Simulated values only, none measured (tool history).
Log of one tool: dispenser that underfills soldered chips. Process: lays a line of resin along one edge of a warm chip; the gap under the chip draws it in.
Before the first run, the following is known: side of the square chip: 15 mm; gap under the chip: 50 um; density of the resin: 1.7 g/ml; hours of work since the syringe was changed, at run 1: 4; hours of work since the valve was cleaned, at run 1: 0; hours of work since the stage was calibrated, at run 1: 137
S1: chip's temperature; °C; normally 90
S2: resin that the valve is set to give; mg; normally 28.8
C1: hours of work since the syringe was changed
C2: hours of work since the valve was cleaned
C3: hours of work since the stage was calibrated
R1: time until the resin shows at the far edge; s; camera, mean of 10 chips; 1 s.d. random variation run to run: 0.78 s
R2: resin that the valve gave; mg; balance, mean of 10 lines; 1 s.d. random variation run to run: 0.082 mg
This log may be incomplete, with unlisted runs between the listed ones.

| run | hour | S1 | S2 | C1 | C2 | C3 | R1 | R2 |
|---|---|---|---|---|---|---|---|---|
| 1 | 0 | 90 | 28.8 | 4 | 0 | 137 | 110.6 | 28.87 |
| 2 | 8.9 | 90 | 28.8 | 11 | 6 | 143 | 181.9 | 28.66 |
|  | 10.9 | new syringe of resin |
| 3 | 15.9 | 90 | 27.1 | 3 | 11 | 148 | 101.6 | 26.93 |
| 4 | 22.7 | 78 | 28.8 | 8 | 15 | 152 | 245.8 | 28.75 |
|  | 28.5 | new syringe of resin |
| 5 | 33.6 | 78 | 28.8 | 3 | 22 | 159 | 172.2 | 28.58 |
| 6 | 43.4 | 78 | 28.8 | 10 | 29 | 166 | 302.1 | 28.43 |
|  | 46.1 | new syringe of resin |
| 7 | 51.8 | 78 | 28.8 | 4 | 35 | 172 | 174.8 | 28.49 |
| 8 | 60.2 | 90 | 35.2 | 10 | 40 | 177 | 163.1 | 34.53 |
|  | 63 | new syringe of resin |
| 9 | 65.4 | 90 | 28.8 | 2 | 44 | 181 | 88.1 | 28.25 |
| 10 | 71.5 | 90 | 28.8 | 6 | 48 | 185 | 126.3 | 28.31 |
|  | 80.3 | new syringe of resin |
| 11 | 80.4 | 90 | 28.8 | 0 | 54 | 191 | 77.9 | 28.18 |
| 12 | 90.5 | 90 | 28.8 | 7 | 60 | 197 | 137.6 | 27.97 |
|  | 97.6 | new syringe of resin |
| 13 | 99.3 | 90 | 28.8 | 1 | 66 | 203 | 83.8 | 28.13 |
| 14 | 106.6 | 90 | 28.8 | 6 | 71 | 208 | 129.7 | 27.93 |
| 15 | 113.3 | 90 | 28.8 | 11 | 76 | 213 | 189.6 | 27.97 |
|  | 114.9 | new syringe of resin |
| 16 | 124.1 | 90 | 28 | 6 | 83 | 220 | 131.8 | 27.04 |
| 17 | 128.6 | 90 | 28.8 | 9 | 86 | 223 | 164.5 | 27.83 |
|  | 132.3 | new syringe of resin |
| 18 | 136.9 | 76 | 28.8 | 3 | 91 | 228 | 190.8 | 27.73 |
| 19 | 144.2 | 76 | 28.8 | 8 | 96 | 233 | 290 | 27.65 |
|  | 148.2 | dispensing valve cleaned and set on the balance |
|  | 150.2 | new syringe of resin |
| 20 | 153.9 | 95 | 29.9 | 3 | 4 | 239 | 78.5 | 29.96 |
| 21 | 160.4 | 80 | 30.3 | 7 | 8 | 243 | 215.3 | 30.24 |
|  | 167.1 | new syringe of resin |
| 22 | 171.1 | 80 | 30.3 | 3 | 15 | 250 | 146.8 | 30.22 |
| 23 | 180.6 | 85 | 28.8 | 9 | 22 | 257 | 205.5 | 28.69 |
|  | 184.2 | new syringe of resin |
| 24 | 189 | 80 | 30.3 | 3 | 27 | 262 | 157.7 | 30.06 |
| 25 | 193.6 | 77 | 25 | 6 | 30 | 265 | 246.5 | 24.74 |
|  | 201.2 | new syringe of resin |
| 26 | 202.3 | 88 | 24.8 | 1 | 36 | 271 | 94.9 | 24.53 |
| 27 | 209.6 | 88 | 24.8 | 6 | 41 | 276 | 137.7 | 24.47 |
| 28 | 216.7 | 88 | 24.8 | 11 | 46 | 281 | 215.5 | 24.4 |
|  | 218.1 | new syringe of resin |
| 29 | 225.8 | 86 | 32.9 | 5 | 52 | 287 | 142.2 | 32.3 |
| 30 | 233.8 | 93 | 33.9 | 11 | 57 | 292 | 164.6 | 33.27 |
|  | 235 | new syringe of resin |
| 31 | 243 | 93 | 33.9 | 5 | 63 | 298 | 108.5 | 33.12 |
| 32 | 250.1 | 93 | 33.9 | 10 | 68 | 303 | 164.3 | 33.17 |
|  | 252.1 | new syringe of resin |
| 33 | 259.9 | 90 | 27.1 | 5 | 74 | 310 | 127.1 | 26.51 |
| 34 | 266.8 | 90 | 27.1 | 10 | 79 | 314 | 191.9 | 26.21 |
|  | 268.9 | new syringe of resin |
| 35 | 277.7 | 90 | 27.1 | 6 | 86 | 321 | 134.8 | 26.12 |

5 options for the next run, each taken on its own from the tool as it stands now. Forecast them:
| A | 284.3 | 87 | 25.1 | 10 | 91 | 326 | ? | ? |
| B | 284.3 | 90 | 26.6 | 10 | 91 | 326 | ? | ? |
| C | 284.3 | 94 | 27.1 | 10 | 91 | 326 | ? | ? |
| D | 284.3 | 91 | 30.2 | 10 | 91 | 326 | ? | ? |
| E | 284.3 | 97 | 31.1 | 10 | 91 | 326 | ? | ? |

| run | R1 | R2 |
|---|---|---|
| A | 230.8 | 24.23 |
| B | 197.7 | 25.88 |
| C | 161.1 | 26.29 |
| D | 182.1 | 29.12 |
| E | 143.5 | 30.07 |
Take away the tool's hidden state, keep each run's random variation, and the runs would have read:
| run | R1 | R2 |
|---|---|---|
| A | 85 | 25.06 |
| B | 73.5 | 26.76 |
| C | 59.9 | 27.19 |
| D | 67.7 | 30.11 |
| E | 53.6 | 31.1 |
